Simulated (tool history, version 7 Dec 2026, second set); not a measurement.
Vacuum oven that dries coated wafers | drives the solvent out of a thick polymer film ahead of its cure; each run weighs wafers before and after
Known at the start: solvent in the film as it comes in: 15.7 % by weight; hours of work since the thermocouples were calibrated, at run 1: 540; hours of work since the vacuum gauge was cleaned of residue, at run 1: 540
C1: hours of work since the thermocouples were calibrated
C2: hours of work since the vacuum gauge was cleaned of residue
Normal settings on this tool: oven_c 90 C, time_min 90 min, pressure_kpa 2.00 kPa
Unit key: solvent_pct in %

run 1 hour=0.0 | oven_c=90 time_min=90 pressure_kpa=2.00 | C1=540 C2=540 | solvent_pct=1.654
run 2 hour=44.7 | oven_c=90 time_min=90 pressure_kpa=2.00 | C1=567 C2=567 | solvent_pct=1.657
run 3 hour=85.4 | oven_c=90 time_min=90 pressure_kpa=2.00 | C1=591 C2=591 | solvent_pct=1.635
-- hour=105.1 oven's thermocouples calibrated
run 4 hour=153.7 | oven_c=90 time_min=90 pressure_kpa=2.00 | C1=29 C2=631 | solvent_pct=1.700
run 5 hour=203.0 | oven_c=77 time_min=90 pressure_kpa=2.00 | C1=59 C2=661 | solvent_pct=5.176
run 6 hour=251.7 | oven_c=77 time_min=90 pressure_kpa=2.00 | C1=88 C2=690 | solvent_pct=5.151
run 7 hour=320.5 | oven_c=77 time_min=90 pressure_kpa=2.00 | C1=130 C2=732 | solvent_pct=5.138
run 8 hour=358.0 | oven_c=77 time_min=55 pressure_kpa=2.00 | C1=152 C2=754 | solvent_pct=7.227
run 9 hour=400.0 | oven_c=94 time_min=90 pressure_kpa=2.00 | C1=178 C2=779 | solvent_pct=1.066
run 10 hour=448.2 | oven_c=90 time_min=90 pressure_kpa=2.00 | C1=207 C2=808 | solvent_pct=1.650
run 11 hour=482.3 | oven_c=90 time_min=90 pressure_kpa=2.00 | C1=227 C2=829 | solvent_pct=1.629
run 12 hour=513.8 | oven_c=90 time_min=90 pressure_kpa=2.00 | C1=246 C2=848 | solvent_pct=1.634
run 13 hour=589.1 | oven_c=90 time_min=90 pressure_kpa=2.00 | C1=292 C2=893 | solvent_pct=1.637
run 14 hour=639.2 | oven_c=90 time_min=90 pressure_kpa=2.00 | C1=322 C2=924 | solvent_pct=1.618
run 15 hour=699.3 | oven_c=90 time_min=90 pressure_kpa=2.00 | C1=358 C2=960 | solvent_pct=1.610
run 16 hour=770.4 | oven_c=93 time_min=90 pressure_kpa=2.00 | C1=401 C2=1003 | solvent_pct=1.147
run 17 hour=821.6 | oven_c=93 time_min=90 pressure_kpa=2.00 | C1=432 C2=1033 | solvent_pct=1.156
run 18 hour=854.5 | oven_c=93 time_min=90 pressure_kpa=2.00 | C1=452 C2=1053 | solvent_pct=1.156
run 19 hour=905.1 | oven_c=76 time_min=90 pressure_kpa=2.00 | C1=482 C2=1084 | solvent_pct=5.295
run 20 hour=944.9 | oven_c=76 time_min=90 pressure_kpa=2.00 | C1=506 C2=1108 | solvent_pct=5.268
run 21 hour=991.5 | oven_c=76 time_min=90 pressure_kpa=2.00 | C1=534 C2=1136 | solvent_pct=5.272
run 22 hour=1029.4 | oven_c=76 time_min=56 pressure_kpa=2.00 | C1=557 C2=1159 | solvent_pct=7.267
run 23 hour=1095.4 | oven_c=95 time_min=51 pressure_kpa=1.08 | C1=597 C2=1198 | solvent_pct=1.914
-- hour=1107.2 oven's thermocouples calibrated
run 24 hour=1165.7 | oven_c=95 time_min=100 pressure_kpa=3.53 | C1=35 C2=1240 | solvent_pct=1.392
run 25 hour=1224.4 | oven_c=95 time_min=100 pressure_kpa=3.53 | C1=71 C2=1275 | solvent_pct=1.383
run 26 hour=1273.5 | oven_c=95 time_min=100 pressure_kpa=3.53 | C1=100 C2=1305 | solvent_pct=1.412
run 27 hour=1350.4 | oven_c=95 time_min=100 pressure_kpa=3.53 | C1=147 C2=1351 | solvent_pct=1.378
run 28 hour=1404.1 | oven_c=76 time_min=102 pressure_kpa=2.00 | C1=179 C2=1383 | solvent_pct=5.195
run 29 hour=1458.2 | oven_c=90 time_min=64 pressure_kpa=3.95 | C1=212 C2=1416 | solvent_pct=3.472
run 30 hour=1535.4 | oven_c=90 time_min=64 pressure_kpa=3.95 | C1=258 C2=1462 | solvent_pct=3.450
run 31 hour=1608.3 | oven_c=90 time_min=58 pressure_kpa=1.91 | C1=302 C2=1506 | solvent_pct=3.172
run 32 hour=1682.4 | oven_c=97 time_min=90 pressure_kpa=2.75 | C1=347 C2=1551 | solvent_pct=1.043
run 33 hour=1716.0 | oven_c=86 time_min=116 pressure_kpa=4.98 | C1=367 C2=1571 | solvent_pct=3.025
run 34 hour=1778.2 | oven_c=90 time_min=152 pressure_kpa=1.06 | C1=404 C2=1609 | solvent_pct=0.626
run 35 hour=1811.0 | oven_c=90 time_min=152 pressure_kpa=1.06 | C1=424 C2=1628 | solvent_pct=0.625
run 36 hour=1879.5 | oven_c=88 time_min=82 pressure_kpa=2.14 | C1=465 C2=1670 | solvent_pct=2.483
run 37 hour=1928.4 | oven_c=94 time_min=82 pressure_kpa=2.14 | C1=495 C2=1699 | solvent_pct=1.335
run 38 hour=2003.5 | oven_c=94 time_min=97 pressure_kpa=1.50 | C1=540 C2=1744 | solvent_pct=0.884
run 39 hour=2036.8 | oven_c=98 time_min=108 pressure_kpa=7.11 | C1=560 C2=1765 | solvent_pct=1.965
run 40 hour=2082.1 | oven_c=96 time_min=50 pressure_kpa=2.00 | C1=587 C2=1792 | solvent_pct=2.181
-- hour=2107.6 oven's thermocouples calibrated
run 41 hour=2160.0 | oven_c=95 time_min=159 pressure_kpa=1.19 | C1=32 C2=1838 | solvent_pct=0.452
run 42 hour=2205.9 | oven_c=95 time_min=159 pressure_kpa=1.19 | C1=59 C2=1865 | solvent_pct=0.459
run 43 hour=2242.9 | oven_c=101 time_min=119 pressure_kpa=1.87 | C1=82 C2=1888 | solvent_pct=0.529
run 44 hour=2317.9 | oven_c=101 time_min=50 pressure_kpa=1.87 | C1=127 C2=1933 | solvent_pct=1.361

The logged runs with the hidden state left out (each run's random variation unchanged):
The hidden state here: true wafer temperature over the reading, C; true pressure over the reading, kPa; drift of the gauge itself on solvent_pct, %.
run=1 solvent_pct=1.800
run=2 solvent_pct=1.810
run=3 solvent_pct=1.794
run=4 solvent_pct=1.818
run=5 solvent_pct=5.411
run=6 solvent_pct=5.398
run=7 solvent_pct=5.403
run=8 solvent_pct=7.484
run=9 solvent_pct=1.158
run=10 solvent_pct=1.808
run=11 solvent_pct=1.791
run=12 solvent_pct=1.802
run=13 solvent_pct=1.815
run=14 solvent_pct=1.801
run=15 solvent_pct=1.801
run=16 solvent_pct=1.288
run=17 solvent_pct=1.302
run=18 solvent_pct=1.304
run=19 solvent_pct=5.719
run=20 solvent_pct=5.703
run=21 solvent_pct=5.719
run=22 solvent_pct=7.688
run=23 solvent_pct=2.239
run=24 solvent_pct=1.350
run=25 solvent_pct=1.345
run=26 solvent_pct=1.378
run=27 solvent_pct=1.350
run=28 solvent_pct=5.194
run=29 solvent_pct=3.495
run=30 solvent_pct=3.490
run=31 solvent_pct=3.230
run=32 solvent_pct=1.036
run=33 solvent_pct=3.067
run=34 solvent_pct=0.595
run=35 solvent_pct=0.595
run=36 solvent_pct=2.570
run=37 solvent_pct=1.376
run=38 solvent_pct=0.901
run=39 solvent_pct=1.983
run=40 solvent_pct=2.311
run=41 solvent_pct=0.385
run=42 solvent_pct=0.392
run=43 solvent_pct=0.476
run=44 solvent_pct=1.325
